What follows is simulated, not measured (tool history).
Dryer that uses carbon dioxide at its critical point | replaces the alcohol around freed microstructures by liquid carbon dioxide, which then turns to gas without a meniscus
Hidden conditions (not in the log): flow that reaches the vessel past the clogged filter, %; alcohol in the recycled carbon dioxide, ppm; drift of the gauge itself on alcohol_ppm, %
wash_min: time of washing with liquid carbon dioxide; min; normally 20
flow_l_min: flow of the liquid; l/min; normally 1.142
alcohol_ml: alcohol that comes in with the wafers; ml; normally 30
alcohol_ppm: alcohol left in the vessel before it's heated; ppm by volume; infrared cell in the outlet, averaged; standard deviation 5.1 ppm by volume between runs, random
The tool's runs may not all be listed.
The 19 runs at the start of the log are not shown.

run	hour	wash_min	flow_l_min	alcohol_ml	hours of work since the filter was changed	hours of work since the purifier's bed was changed	alcohol_ppm
20	750.5	25	1.142	24	91	754	128
21	783	32	0.8	36	102	765	163
22	818.7	19	1.86	95	114	777	133
23	861.3	20	0.83	106	128	792	1163
24	901.4	18	1.27	71	142	805	311
25	952.9	18	1.27	71	159	822	332
26	999.7	18	1.27	71	175	838	319
27	1027.8	22	0.73	71	184	848	907
28	1073.7	28	1.142	30	200	863	141
29	1118.9	31	1.142	30	215	878	130
30	1171.4	14	1.41	30	233	896	298
31	1200.3	13	1.17	30	242	906	547
32	1248.8	28	0.87	60	259	922	280
33	1294.2	13	1.08	60	274	937	1171

Branching from run 33: 4 alternative next runs. What would each branch give?
A	1343.8	18	0.95	38	291	954	?
B	1343.8	20	0.72	95	291	954	?
C	1343.8	14	1.142	68	291	954	?
D	1343.8	14	1.142	90	291	954	?

run	alcohol_ppm
A	513
B	1739
C	967
D	1201
With no hidden state in the tool, these same runs would have given:
run	alcohol_ppm
A	301
B	1317
C	669
D	857
